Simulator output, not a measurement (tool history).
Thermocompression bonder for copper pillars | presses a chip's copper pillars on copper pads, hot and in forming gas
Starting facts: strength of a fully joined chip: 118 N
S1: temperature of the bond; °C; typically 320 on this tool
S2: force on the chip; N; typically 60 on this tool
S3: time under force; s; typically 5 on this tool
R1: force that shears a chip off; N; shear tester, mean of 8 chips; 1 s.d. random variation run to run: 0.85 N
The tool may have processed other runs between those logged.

run,hour,S1,S2,S3,R1
1,0,320,60,5,63.3
# hour 47.3: forming gas filter changed
2,61.7,320,60,5,66
3,91.4,320,60,5,63.7
4,126.3,320,60,5,62.7
5,160.3,320,60,5,64
6,212,320,60,5,62.7
7,279.2,320,60,5,60.3
8,312.2,320,60,3,51.2
9,354.3,320,84,5,77.1
10,412.8,320,60,5,59.5
11,468.9,320,60,5,57.7
12,530.5,320,60,5,56.4
13,568.5,320,60,5,57.6
# hour 581.8: forming gas filter changed
14,600.7,320,60,5,59.5
# hour 660.3: heater calibrated with a thermocouple chip
15,672.8,320,60,5,65.6
16,736.7,320,60,4,61.1
17,783.7,320,60,4,59.5
18,833.6,320,60,4,57.2
19,879.1,320,60,4,57.7
20,948.4,320,59,4,56.1
21,1016.5,320,59,4,53.2
22,1076.2,320,59,4,52.8

Forecast run 23:
23,1111.1,320,59,4,?

R1: 52.6 N
The same run, on a tool lacking any hidden state, would have yielded R1 63.1 N.
